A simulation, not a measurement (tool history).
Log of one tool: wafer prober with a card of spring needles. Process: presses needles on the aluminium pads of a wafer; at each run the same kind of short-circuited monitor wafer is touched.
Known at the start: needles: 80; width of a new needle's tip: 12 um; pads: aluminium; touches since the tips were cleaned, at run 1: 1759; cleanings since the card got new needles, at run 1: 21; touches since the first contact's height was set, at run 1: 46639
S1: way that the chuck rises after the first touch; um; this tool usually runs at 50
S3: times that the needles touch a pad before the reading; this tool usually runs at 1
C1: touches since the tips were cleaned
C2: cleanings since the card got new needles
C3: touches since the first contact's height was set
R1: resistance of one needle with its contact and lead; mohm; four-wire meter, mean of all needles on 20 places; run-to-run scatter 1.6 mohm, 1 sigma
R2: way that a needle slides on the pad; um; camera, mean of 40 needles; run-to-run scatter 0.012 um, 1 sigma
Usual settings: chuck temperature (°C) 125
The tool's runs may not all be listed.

run 1 hour=0.0 | S1=50 chuck_temperature_(°C)=125 S3=1 | C1=1759 C2=21 C3=46639 | R1=159 R2=6.04
run 2 hour=9.1 | S1=50 chuck_temperature_(°C)=125 S3=1 | C1=6886 C2=21 C3=51766 | R1=158 R2=6.05
-- hour=13.0 tips cleaned on abrasive film
run 3 hour=22.4 | S1=43 chuck_temperature_(°C)=125 S3=1 | C1=5291 C2=22 C3=59173 | R1=165 R2=5.21
-- hour=29.2 tips cleaned on abrasive film
run 4 hour=36.7 | S1=50 chuck_temperature_(°C)=125 S3=1 | C1=4234 C2=23 C3=67131 | R1=158 R2=6.06
-- hour=46.3 tips cleaned on abrasive film
run 5 hour=49.5 | S1=50 chuck_temperature_(°C)=90 S3=1 | C1=1838 C2=24 C3=74268 | R1=151 R2=6.05
-- hour=62.6 tips cleaned on abrasive film
run 6 hour=63.8 | S1=30 chuck_temperature_(°C)=125 S3=1 | C1=656 C2=25 C3=82222 | R1=183 R2=3.64
run 7 hour=77.4 | S1=30 chuck_temperature_(°C)=125 S3=1 | C1=8306 C2=25 C3=89872 | R1=178 R2=3.65
-- hour=79.0 tips cleaned on abrasive film
-- hour=95.9 tips cleaned on abrasive film
run 8 hour=97.3 | S1=30 chuck_temperature_(°C)=52 S3=1 | C1=778 C2=27 C3=100928 | R1=166 R2=3.64
run 9 hour=109.5 | S1=30 chuck_temperature_(°C)=101 S3=1 | C1=7593 C2=27 C3=107743 | R1=175 R2=3.64
-- hour=112.9 tips cleaned on abrasive film
run 10 hour=120.1 | S1=30 chuck_temperature_(°C)=101 S3=1 | C1=4048 C2=28 C3=113645 | R1=177 R2=3.66
-- hour=129.6 tips cleaned on abrasive film
run 11 hour=138.5 | S1=50 chuck_temperature_(°C)=125 S3=1 | C1=5022 C2=29 C3=123940 | R1=158 R2=6.08
-- hour=146.3 tips cleaned on abrasive film
run 12 hour=158.4 | S1=50 chuck_temperature_(°C)=119 S3=1 | C1=6791 C2=30 C3=135058 | R1=160 R2=6.09
-- hour=162.9 tips cleaned on abrasive film
run 13 hour=169.3 | S1=50 chuck_temperature_(°C)=125 S3=1 | C1=3580 C2=31 C3=141092 | R1=164 R2=6.11
-- hour=179.7 tips cleaned on abrasive film
run 14 hour=180.6 | S1=50 chuck_temperature_(°C)=125 S3=1 | C1=504 C2=32 C3=147405 | R1=161 R2=6.10
-- hour=196.2 tips cleaned on abrasive film
run 15 hour=198.0 | S1=50 chuck_temperature_(°C)=125 S3=1 | C1=1016 C2=33 C3=157105 | R1=161 R2=6.09
run 16 hour=209.3 | S1=50 chuck_temperature_(°C)=115 S3=1 | C1=7351 C2=33 C3=163440 | R1=159 R2=6.10
-- hour=213.0 tips cleaned on abrasive film
run 17 hour=227.7 | S1=40 chuck_temperature_(°C)=28 S3=1 | C1=8255 C2=34 C3=173722 | R1=146 R2=4.89
-- hour=229.3 tips cleaned on abrasive film
run 18 hour=242.7 | S1=52 chuck_temperature_(°C)=32 S3=3 | C1=7554 C2=35 C3=182081 | R1=138 R2=6.36
-- hour=245.7 tips cleaned on abrasive film
run 19 hour=255.3 | S1=38 chuck_temperature_(°C)=53 S3=1 | C1=5369 C2=36 C3=189078 | R1=151 R2=4.65
-- hour=258.6 height of the first contact set anew
-- hour=263.4 tips cleaned on abrasive film
run 20 hour=265.2 | S1=38 chuck_temperature_(°C)=53 S3=1 | C1=1011 C2=37 C3=3669 | R1=154 R2=4.67
-- hour=279.8 tips cleaned on abrasive film
run 21 hour=280.1 | S1=50 chuck_temperature_(°C)=72 S3=1 | C1=188 C2=38 C3=11975 | R1=153 R2=6.12
run 22 hour=293.0 | S1=50 chuck_temperature_(°C)=67 S3=2 | C1=7406 C2=38 C3=19193 | R1=149 R2=6.12
-- hour=296.5 tips cleaned on abrasive film
run 23 hour=306.3 | S1=53 chuck_temperature_(°C)=29 S3=1 | C1=5521 C2=39 C3=26629 | R1=142 R2=6.50
-- hour=313.7 tips cleaned on abrasive film
run 24 hour=316.7 | S1=53 chuck_temperature_(°C)=29 S3=1 | C1=1684 C2=40 C3=32395 | R1=141 R2=6.51
-- hour=330.2 tips cleaned on abrasive film
run 25 hour=336.6 | S1=53 chuck_temperature_(°C)=95 S3=1 | C1=3596 C2=41 C3=43524 | R1=153 R2=6.50

The next listed run, before its measurement:
-- hour=347.4 tips cleaned on abrasive film
run 26 hour=348.5 | S1=53 chuck_temperature_(°C)=95 S3=1 | C1=593 C2=42 C3=50097 | R1=? R2=?

R1: 153 mohm
R2: 6.50 um
With the hidden condition absent and the run-to-run variation left alone, this run would have shown R1 153 mohm, R2 6.41 um.
